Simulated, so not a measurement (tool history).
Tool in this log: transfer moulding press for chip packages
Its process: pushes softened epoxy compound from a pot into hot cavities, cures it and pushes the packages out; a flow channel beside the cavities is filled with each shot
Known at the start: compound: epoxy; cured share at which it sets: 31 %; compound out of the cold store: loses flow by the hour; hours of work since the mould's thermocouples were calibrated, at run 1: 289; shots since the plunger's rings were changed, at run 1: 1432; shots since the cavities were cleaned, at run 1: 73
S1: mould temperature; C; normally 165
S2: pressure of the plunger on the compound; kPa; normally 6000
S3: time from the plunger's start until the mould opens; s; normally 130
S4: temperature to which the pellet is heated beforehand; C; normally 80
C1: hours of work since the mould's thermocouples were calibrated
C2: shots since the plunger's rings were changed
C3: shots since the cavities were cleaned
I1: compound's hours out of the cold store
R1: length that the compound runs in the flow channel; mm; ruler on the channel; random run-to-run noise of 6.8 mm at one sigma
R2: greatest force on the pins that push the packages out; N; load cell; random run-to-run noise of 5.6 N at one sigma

| run | hour | S1 | S2 | S3 | S4 | C1 | C2 | C3 | I1 | R1 | R2 |
|---|---|---|---|---|---|---|---|---|---|---|---|
| 1 | 0.0 | 165 | 6000 | 130 | 80 | 289 | 1432 | 73 | 41.7 | 689 | 216 |
| 2 | 10.6 | 171 | 6000 | 130 | 80 | 296 | 1549 | 190 | 25.9 | 709 | 219 |
| 3 | 27.1 | 171 | 6000 | 130 | 80 | 308 | 1730 | 371 | 11.2 | 765 | 252 |
|  | 33.5 | cavities cleaned with cleaning compound and waxed |
| 4 | 39.1 | 165 | 6000 | 130 | 80 | 316 | 1846 | 62 | 33.1 | 723 | 222 |
| 5 | 46.9 | 165 | 6000 | 122 | 80 | 321 | 1932 | 148 | 30.3 | 727 | 258 |
| 6 | 61.2 | 165 | 6000 | 130 | 80 | 331 | 2090 | 306 | 18.5 | 763 | 291 |
| 7 | 69.5 | 165 | 6000 | 130 | 80 | 337 | 2181 | 397 | 32.9 | 721 | 291 |
|  | 73.2 | cavities cleaned with cleaning compound and waxed |
| 8 | 82.7 | 165 | 6000 | 130 | 80 | 345 | 2310 | 105 | 32.3 | 711 | 227 |
| 9 | 97.6 | 165 | 6000 | 130 | 80 | 356 | 2474 | 269 | 34.0 | 711 | 274 |
| 10 | 105.7 | 165 | 6000 | 130 | 80 | 362 | 2563 | 358 | 41.1 | 692 | 288 |
|  | 113.7 | cavities cleaned with cleaning compound and waxed |
| 11 | 119.4 | 165 | 6210 | 130 | 80 | 370 | 2698 | 63 | 11.8 | 785 | 219 |
|  | 122.3 | mould's thermocouples calibrated |
|  | 135.6 | plunger's sealing rings changed |
| 12 | 139.0 | 165 | 6280 | 124 | 71 | 10 | 38 | 229 | 9.4 | 832 | 271 |
| 13 | 154.6 | 165 | 6280 | 127 | 71 | 21 | 210 | 401 | 40.1 | 724 | 288 |

Forecast run 14:
|  | 158.5 | cavities cleaned with cleaning compound and waxed |
| 14 | 168.7 | 163 | 6300 | 130 | 84 | 30 | 349 | 112 | 33.5 | ? | ? |

R1: 770 mm
R2: 247 N
Had the tool carried no hidden state, the very same run would have given R1 781 mm, R2 219 N.
